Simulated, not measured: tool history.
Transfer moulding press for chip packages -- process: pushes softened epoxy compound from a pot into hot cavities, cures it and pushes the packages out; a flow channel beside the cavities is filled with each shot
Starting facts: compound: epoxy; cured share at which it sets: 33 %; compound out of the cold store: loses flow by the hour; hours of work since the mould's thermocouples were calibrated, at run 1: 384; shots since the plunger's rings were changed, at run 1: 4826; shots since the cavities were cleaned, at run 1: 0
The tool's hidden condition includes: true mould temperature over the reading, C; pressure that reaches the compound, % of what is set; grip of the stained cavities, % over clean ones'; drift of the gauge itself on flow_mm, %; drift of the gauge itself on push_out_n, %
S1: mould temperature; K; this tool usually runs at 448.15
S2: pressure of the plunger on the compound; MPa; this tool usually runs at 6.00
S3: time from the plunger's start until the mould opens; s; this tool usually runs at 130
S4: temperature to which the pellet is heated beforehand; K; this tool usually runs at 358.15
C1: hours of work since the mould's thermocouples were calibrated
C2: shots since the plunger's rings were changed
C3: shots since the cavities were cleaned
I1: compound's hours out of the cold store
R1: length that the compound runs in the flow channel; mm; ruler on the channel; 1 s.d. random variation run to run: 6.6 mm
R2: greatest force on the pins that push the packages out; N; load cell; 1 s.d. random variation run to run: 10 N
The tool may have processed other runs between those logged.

| run | hour | S1 | S2 | S3 | S4 | C1 | C2 | C3 | I1 | R1 | R2 |
|---|---|---|---|---|---|---|---|---|---|---|---|
| 1 | 0.0 | 448.15 | 6.00 | 130 | 358.15 | 384 | 4826 | 0 | 34.7 | 743 | 473 |
| 2 | 49.1 | 448.15 | 6.00 | 130 | 358.15 | 411 | 5232 | 406 | 33.3 | 753 | 452 |
| 3 | 87.4 | 448.15 | 6.00 | 130 | 358.15 | 432 | 5548 | 722 | 14.1 | 846 | 475 |
|  | 93.0 | cavities cleaned with cleaning compound and waxed |
| 4 | 118.7 | 443.15 | 6.00 | 130 | 358.15 | 449 | 5795 | 213 | 22.6 | 805 | 597 |
| 5 | 156.7 | 448.15 | 6.00 | 115 | 358.15 | 470 | 6109 | 527 | 11.5 | 853 | 591 |
|  | 184.9 | cavities cleaned with cleaning compound and waxed |
| 6 | 201.2 | 448.15 | 6.14 | 130 | 358.15 | 493 | 6464 | 134 | 22.5 | 805 | 484 |
|  | 212.3 | plunger's sealing rings changed |
| 7 | 248.7 | 448.15 | 6.14 | 130 | 358.15 | 518 | 301 | 506 | 9.0 | 873 | 479 |
| 8 | 273.5 | 444.15 | 6.00 | 130 | 364.15 | 532 | 506 | 711 | 20.8 | 825 | 560 |
|  | 280.4 | cavities cleaned with cleaning compound and waxed |
| 9 | 298.1 | 440.15 | 6.00 | 136 | 349.15 | 544 | 697 | 146 | 36.0 | 750 | 619 |
| 10 | 322.8 | 448.15 | 6.00 | 157 | 355.15 | 558 | 901 | 350 | 44.7 | 713 | 425 |
| 11 | 360.1 | 448.15 | 5.92 | 130 | 366.15 | 579 | 1209 | 658 | 44.6 | 701 | 443 |
|  | 374.8 | cavities cleaned with cleaning compound and waxed |
| 12 | 396.5 | 448.15 | 5.92 | 130 | 366.15 | 598 | 1498 | 180 | 19.2 | 811 | 469 |
| 13 | 422.7 | 448.15 | 5.92 | 130 | 366.15 | 612 | 1714 | 396 | 46.1 | 687 | 454 |

Expected results for the next run?
|  | 470.2 | cavities cleaned with cleaning compound and waxed |
| 14 | 471.3 | 448.15 | 5.92 | 130 | 366.15 | 638 | 2104 | 10 | 40.4 | ? | ? |

{"run 14": {"R1": 736, "R2": 463}}
The same run, on a tool lacking any hidden state, would have yielded R1 737 mm, R2 463 N.
